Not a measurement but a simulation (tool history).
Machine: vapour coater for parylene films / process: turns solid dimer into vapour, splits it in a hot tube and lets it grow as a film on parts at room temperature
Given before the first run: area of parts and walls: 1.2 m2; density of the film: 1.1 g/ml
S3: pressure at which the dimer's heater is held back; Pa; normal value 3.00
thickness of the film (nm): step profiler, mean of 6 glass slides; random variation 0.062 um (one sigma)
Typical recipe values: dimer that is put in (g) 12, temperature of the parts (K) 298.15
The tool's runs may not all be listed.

run 1 day=0.000 | dimer_that_is_put_in_(g)=12 temperature_of_the_parts_(K)=298.15 S3=3.00 | thickness_of_the_film_(nm)=7100
run 2 day=1.296 | dimer_that_is_put_in_(g)=16 temperature_of_the_parts_(K)=298.15 S3=3.00 | thickness_of_the_film_(nm)=9370
run 3 day=2.692 | dimer_that_is_put_in_(g)=16 temperature_of_the_parts_(K)=298.15 S3=3.00 | thickness_of_the_film_(nm)=9390
run 4 day=3.938 | dimer_that_is_put_in_(g)=16 temperature_of_the_parts_(K)=298.15 S3=3.00 | thickness_of_the_film_(nm)=9060
run 5 day=5.029 | dimer_that_is_put_in_(g)=12 temperature_of_the_parts_(K)=298.15 S3=7.89 | thickness_of_the_film_(nm)=6010
run 6 day=6.025 | dimer_that_is_put_in_(g)=12 temperature_of_the_parts_(K)=298.15 S3=7.89 | thickness_of_the_film_(nm)=6120
run 7 day=7.179 | dimer_that_is_put_in_(g)=14 temperature_of_the_parts_(K)=298.15 S3=7.89 | thickness_of_the_film_(nm)=7080
run 8 day=8.392 | dimer_that_is_put_in_(g)=16 temperature_of_the_parts_(K)=298.15 S3=7.89 | thickness_of_the_film_(nm)=7860
run 9 day=9.188 | dimer_that_is_put_in_(g)=12 temperature_of_the_parts_(K)=309.15 S3=3.00 | thickness_of_the_film_(nm)=4990
run 10 day=10.200 | dimer_that_is_put_in_(g)=12 temperature_of_the_parts_(K)=309.15 S3=3.00 | thickness_of_the_film_(nm)=4900
run 11 day=11.017 | dimer_that_is_put_in_(g)=6 temperature_of_the_parts_(K)=309.15 S3=3.00 | thickness_of_the_film_(nm)=2520
run 12 day=12.362 | dimer_that_is_put_in_(g)=6 temperature_of_the_parts_(K)=309.15 S3=3.00 | thickness_of_the_film_(nm)=2490
run 13 day=13.083 | dimer_that_is_put_in_(g)=12 temperature_of_the_parts_(K)=298.15 S3=3.00 | thickness_of_the_film_(nm)=6620
run 14 day=13.733 | dimer_that_is_put_in_(g)=12 temperature_of_the_parts_(K)=298.15 S3=3.00 | thickness_of_the_film_(nm)=6670
run 15 day=14.342 | dimer_that_is_put_in_(g)=12 temperature_of_the_parts_(K)=298.15 S3=3.00 | thickness_of_the_film_(nm)=6600
run 16 day=15.575 | dimer_that_is_put_in_(g)=12 temperature_of_the_parts_(K)=298.15 S3=3.99 | thickness_of_the_film_(nm)=6290
run 17 day=16.596 | dimer_that_is_put_in_(g)=11 temperature_of_the_parts_(K)=298.15 S3=3.00 | thickness_of_the_film_(nm)=5910
-- day=16.892 trap's valve overhauled
run 18 day=18.167 | dimer_that_is_put_in_(g)=11 temperature_of_the_parts_(K)=298.15 S3=9.31 | thickness_of_the_film_(nm)=4820
run 19 day=19.571 | dimer_that_is_put_in_(g)=10 temperature_of_the_parts_(K)=298.15 S3=8.16 | thickness_of_the_film_(nm)=4350
run 20 day=20.454 | dimer_that_is_put_in_(g)=10 temperature_of_the_parts_(K)=298.15 S3=8.16 | thickness_of_the_film_(nm)=4440
-- day=21.821 trap's valve overhauled, once more
run 21 day=21.854 | dimer_that_is_put_in_(g)=18 temperature_of_the_parts_(K)=291.15 S3=8.16 | thickness_of_the_film_(nm)=11400
run 22 day=22.788 | dimer_that_is_put_in_(g)=19 temperature_of_the_parts_(K)=298.15 S3=2.92 | thickness_of_the_film_(nm)=11500
run 23 day=23.858 | dimer_that_is_put_in_(g)=10 temperature_of_the_parts_(K)=297.15 S3=4.25 | thickness_of_the_film_(nm)=5820
run 24 day=25.088 | dimer_that_is_put_in_(g)=20 temperature_of_the_parts_(K)=294.15 S3=6.70 | thickness_of_the_film_(nm)=11840
run 25 day=25.804 | dimer_that_is_put_in_(g)=19 temperature_of_the_parts_(K)=292.15 S3=5.74 | thickness_of_the_film_(nm)=12110
run 26 day=26.725 | dimer_that_is_put_in_(g)=7 temperature_of_the_parts_(K)=298.15 S3=3.00 | thickness_of_the_film_(nm)=4020
run 27 day=27.450 | dimer_that_is_put_in_(g)=7 temperature_of_the_parts_(K)=298.15 S3=3.00 | thickness_of_the_film_(nm)=4080
run 28 day=28.654 | dimer_that_is_put_in_(g)=7 temperature_of_the_parts_(K)=298.15 S3=3.00 | thickness_of_the_film_(nm)=4040
run 29 day=29.421 | dimer_that_is_put_in_(g)=7 temperature_of_the_parts_(K)=294.15 S3=2.21 | thickness_of_the_film_(nm)=4750
run 30 day=30.308 | dimer_that_is_put_in_(g)=19 temperature_of_the_parts_(K)=298.15 S3=3.00 | thickness_of_the_film_(nm)=11030
run 31 day=30.967 | dimer_that_is_put_in_(g)=8 temperature_of_the_parts_(K)=295.15 S3=9.62 | thickness_of_the_film_(nm)=4260
run 32 day=32.229 | dimer_that_is_put_in_(g)=8 temperature_of_the_parts_(K)=295.15 S3=9.62 | thickness_of_the_film_(nm)=4180
run 33 day=33.554 | dimer_that_is_put_in_(g)=8 temperature_of_the_parts_(K)=295.15 S3=9.62 | thickness_of_the_film_(nm)=4210
run 34 day=34.267 | dimer_that_is_put_in_(g)=7 temperature_of_the_parts_(K)=298.15 S3=5.50 | thickness_of_the_film_(nm)=3610
run 35 day=35.162 | dimer_that_is_put_in_(g)=11 temperature_of_the_parts_(K)=290.15 S3=3.00 | thickness_of_the_film_(nm)=7590

5 options for the next run, each taken on its own from the tool as it stands now. Forecast them:
run A day=36.525 | dimer_that_is_put_in_(g)=11 temperature_of_the_parts_(K)=299.15 S3=3.00 | thickness_of_the_film_(nm)=?
run B day=36.525 | dimer_that_is_put_in_(g)=9 temperature_of_the_parts_(K)=298.15 S3=5.84 | thickness_of_the_film_(nm)=?
run C day=36.525 | dimer_that_is_put_in_(g)=11 temperature_of_the_parts_(K)=291.15 S3=3.00 | thickness_of_the_film_(nm)=?
run D day=36.525 | dimer_that_is_put_in_(g)=11 temperature_of_the_parts_(K)=293.15 S3=2.05 | thickness_of_the_film_(nm)=?
run E day=36.525 | dimer_that_is_put_in_(g)=11 temperature_of_the_parts_(K)=307.15 S3=4.43 | thickness_of_the_film_(nm)=?

run=A thickness_of_the_film_(nm)=5890
run=B thickness_of_the_film_(nm)=4600
run=C thickness_of_the_film_(nm)=7510
run=D thickness_of_the_film_(nm)=7380
run=E thickness_of_the_film_(nm)=4500
Stripped of hidden state, with their random variation kept, the same runs would have yielded:
run=A thickness_of_the_film_(nm)=6420
run=B thickness_of_the_film_(nm)=5020
run=C thickness_of_the_film_(nm)=8180
run=D thickness_of_the_film_(nm)=8050
run=E thickness_of_the_film_(nm)=4910
